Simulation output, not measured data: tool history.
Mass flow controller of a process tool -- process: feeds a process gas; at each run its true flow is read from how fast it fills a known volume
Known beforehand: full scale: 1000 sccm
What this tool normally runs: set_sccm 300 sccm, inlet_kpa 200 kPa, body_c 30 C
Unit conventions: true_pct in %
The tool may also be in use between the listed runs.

Run 1, hour 0.0: usual settings. Result: true_pct 99.71 %.
Run 2, hour 96.4: usual settings. Result: true_pct 99.72 %.
Run 3, hour 184.3: usual settings. Result: true_pct 99.69 %.
Run 4, hour 352.6: usual settings. Result: true_pct 99.71 %.
Run 5, hour 453.2: usual settings. Result: true_pct 99.70 %.
Run 6, hour 591.6: usual settings but inlet_kpa 269 kPa. Result: true_pct 100.35 %.
Run 7, hour 706.9: usual settings but inlet_kpa 269 kPa. Result: true_pct 100.25 %.
Run 8, hour 875.5: usual settings but inlet_kpa 205 kPa. Result: true_pct 99.78 %.
Run 9, hour 962.6: usual settings but inlet_kpa 205 kPa. Result: true_pct 99.80 %.
Run 10, hour 1107.3: usual settings but inlet_kpa 210 kPa. Result: true_pct 99.80 %.
Run 11, hour 1262.3: usual settings but set_sccm 263 sccm. Result: true_pct 99.79 %.
Run 12, hour 1344.8: usual settings but set_sccm 263 sccm. Result: true_pct 99.77 %.
Run 13, hour 1444.7: usual settings but set_sccm 263 sccm. Result: true_pct 99.73 %.
Run 14, hour 1589.3: usual settings. Result: true_pct 99.63 %.
Run 15, hour 1760.0: usual settings. Result: true_pct 99.87 %.
Run 16, hour 1857.5: usual settings. Result: true_pct 99.69 %.
Run 17, hour 1980.1: usual settings. Result: true_pct 99.80 %.
Run 18, hour 2057.8: usual settings. Result: true_pct 99.81 %.
Run 19, hour 2160.2: usual settings. Result: true_pct 99.71 %.
Run 20, hour 2284.9: usual settings. Result: true_pct 99.73 %.
Run 21, hour 2379.9: usual settings. Result: true_pct 99.78 %.
Run 22, hour 2542.0: usual settings. Result: true_pct 99.57 %.
Run 23, hour 2644.6: usual settings but inlet_kpa 159 kPa. Result: true_pct 99.38 %.
Run 24, hour 2731.6: usual settings but inlet_kpa 159 kPa. Result: true_pct 99.47 %.
Run 25, hour 2818.2: usual settings but inlet_kpa 159 kPa. Result: true_pct 99.38 %.
Run 26, hour 2963.1: usual settings but set_sccm 709 sccm, inlet_kpa 165 kPa, body_c 29 C. Result: true_pct 99.65 %.
Run 27, hour 3125.6: usual settings but set_sccm 422 sccm, inlet_kpa 172 kPa, body_c 24 C. Result: true_pct 99.52 %.
Run 28, hour 3195.8: usual settings but set_sccm 104 sccm, body_c 25 C. Result: true_pct 99.46 %.
Run 29, hour 3337.0: usual settings but set_sccm 305 sccm, inlet_kpa 183 kPa, body_c 24 C. Result: true_pct 99.43 %.
Run 30, hour 3422.8: usual settings but set_sccm 305 sccm, inlet_kpa 183 kPa, body_c 24 C. Result: true_pct 99.32 %.
Run 31, hour 3535.1: usual settings but set_sccm 305 sccm, inlet_kpa 210 kPa, body_c 24 C. Result: true_pct 99.72 %.
Run 32, hour 3656.6: usual settings but set_sccm 285 sccm, inlet_kpa 210 kPa, body_c 24 C. Result: true_pct 99.69 %.
Run 33, hour 3759.5: usual settings but set_sccm 164 sccm, inlet_kpa 235 kPa. Result: true_pct 99.79 %.
Run 34, hour 3899.5: usual settings but set_sccm 164 sccm, inlet_kpa 235 kPa. Result: true_pct 100.06 %.
Run 35, hour 3987.0: usual settings but set_sccm 164 sccm, inlet_kpa 235 kPa. Result: true_pct 99.97 %.
Run 36, hour 4120.3: usual settings but set_sccm 846 sccm, inlet_kpa 179 kPa, body_c 40 C. Result: true_pct 100.17 %.
Run 37, hour 4197.1: usual settings but set_sccm 447 sccm, body_c 29 C. Result: true_pct 99.66 %.
Run 38, hour 4328.9: usual settings but set_sccm 859 sccm, body_c 21 C. Result: true_pct 99.90 %.
Run 39, hour 4441.2: usual settings but set_sccm 594 sccm, inlet_kpa 278 kPa, body_c 28 C. Result: true_pct 100.33 %.
Run 40, hour 4521.6: usual settings but body_c 22 C. Result: true_pct 99.49 %.
Run 41, hour 4693.5: usual settings but set_sccm 169 sccm, inlet_kpa 275 kPa, body_c 29 C. Result: true_pct 100.09 %.
Run 42, hour 4821.2: usual settings but set_sccm 122 sccm, inlet_kpa 275 kPa, body_c 38 C. Result: true_pct 100.33 %.
Run 43, hour 4910.5: usual settings but set_sccm 295 sccm, inlet_kpa 152 kPa, body_c 37 C. Result: true_pct 99.64 %.
Run 44, hour 5061.1: usual settings but set_sccm 219 sccm, inlet_kpa 152 kPa, body_c 37 C. Result: true_pct 99.42 %.
Run 45, hour 5205.0: usual settings but set_sccm 219 sccm, inlet_kpa 152 kPa, body_c 37 C. Result: true_pct 99.37 %.
Run 46, hour 5356.9: usual settings but set_sccm 767 sccm. Result: true_pct 100.01 %.
Run 47, hour 5428.6: usual settings but body_c 24 C. Result: true_pct 99.59 %.
Run 48, hour 5537.2: usual settings but set_sccm 783 sccm, inlet_kpa 257 kPa, body_c 27 C. Result: true_pct 100.40 %.

4 ways to go on from here, each from the tool as it stands after run 48. What would each give?
Run A, hour 5652.4: usual settings but set_sccm 362 sccm. Result: true_pct ?.
Run B, hour 5652.4: usual settings but set_sccm 513 sccm. Result: true_pct ?.
Run C, hour 5652.4: usual settings but set_sccm 392 sccm, inlet_kpa 257 kPa, body_c 27 C. Result: true_pct ?.
Run D, hour 5652.4: usual settings but set_sccm 184 sccm, inlet_kpa 257 kPa, body_c 27 C. Result: true_pct ?.

run  true_pct
  A     99.73
  B     99.81
  C    100.07
  D    100.16
The same runs, with their run-to-run variation unchanged, on a tool lacking any hidden condition would have given:
run  true_pct
  A     99.74
  B     99.82
  C    100.07
  D    100.14
